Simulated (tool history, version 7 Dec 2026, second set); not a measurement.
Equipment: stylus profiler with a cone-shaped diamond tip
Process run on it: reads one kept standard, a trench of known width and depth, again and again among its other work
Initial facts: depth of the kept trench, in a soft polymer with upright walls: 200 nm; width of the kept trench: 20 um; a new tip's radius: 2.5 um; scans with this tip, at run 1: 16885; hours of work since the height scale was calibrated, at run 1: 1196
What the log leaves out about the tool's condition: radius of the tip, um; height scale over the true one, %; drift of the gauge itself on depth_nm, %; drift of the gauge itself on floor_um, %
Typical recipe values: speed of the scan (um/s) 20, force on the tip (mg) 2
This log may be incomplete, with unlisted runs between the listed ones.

run	day	speed of the scan (um/s)	force on the tip (mg)	scans with this tip	hours of work since the height scale was calibrated	depth of the trench (angstrom)	width of the trench's floor (nm)
1	0	20	2	16885	1196	2010.6	17340
2	0.862	19	2	17057	1209	2012.1	17310
3	1.471	19	2	17177	1217	2009.7	17300
4	2.108	20	2	17305	1226	2010.3	17310
5	2.675	20	2	17417	1234	2009	17360
6	3.538	20	2	17589	1246	2010.1	17310
7	3.904	20	2	17661	1251	2010.5	17400
8	4.688	20	2	17817	1263	2009	17280
9	5.146	20	2	17908	1269	2009.8	17290
10	5.971	20	3.88	18072	1281	2020.1	17360
11	6.358	20	3.88	18150	1286	2021.6	17300
12	7.029	20	2	18283	1296	2009.6	17380
13	7.846	20	2	18445	1307	2009.7	17330
14	8.45	20	2	18566	1316	2009.6	17290
15	9.196	20	2	18714	1326	2008.7	17330
16	10.046	20	2	18883	1338	2008.4	17270
17	10.762	11	2	19025	1348	2009.7	17300
18	11.25	11	2	19122	1355	2007.5	17270
19	12.096	11	2	19291	1367	2009.3	17290
20	12.692	11	2	19409	1375	2010.2	17310
21	13.338	11	2	19537	1384	2009.3	17330
22	14.017	8	1.02	19673	1394	2001.1	17330
23	14.6	33	3.27	19788	1402	2016.5	17240
24	15.454	14	2.3	19958	1414	2011.3	17300
25	16.025	14	2.3	20071	1422	2009.4	17280
26	16.567	17	3.23	20179	1430	2016.4	17260
27	17.1	50	2.31	20285	1437	2010.9	17170
28	17.858	37	1.23	20436	1448	2002.2	17150

5 options for the next run, each taken on its own from the tool as it stands now. Forecast them:
A	18.292	52	5.25	20523	1454	?	?
B	18.292	7	4.26	20523	1454	?	?
C	18.292	37	2.12	20523	1454	?	?
D	18.292	37	1.03	20523	1454	?	?
E	18.292	7	1.23	20523	1454	?	?

run	depth of the trench (angstrom)	width of the trench's floor (nm)
A	2026.6	17190
B	2021.9	17270
C	2009.3	17230
D	2002.3	17160
E	2002.9	17280
With no hidden state in the tool, these same runs would have given:
run	depth of the trench (angstrom)	width of the trench's floor (nm)
A	2038.7	17940
B	2034.1	18020
C	2021.4	17980
D	2014.3	17910
E	2014.9	18030

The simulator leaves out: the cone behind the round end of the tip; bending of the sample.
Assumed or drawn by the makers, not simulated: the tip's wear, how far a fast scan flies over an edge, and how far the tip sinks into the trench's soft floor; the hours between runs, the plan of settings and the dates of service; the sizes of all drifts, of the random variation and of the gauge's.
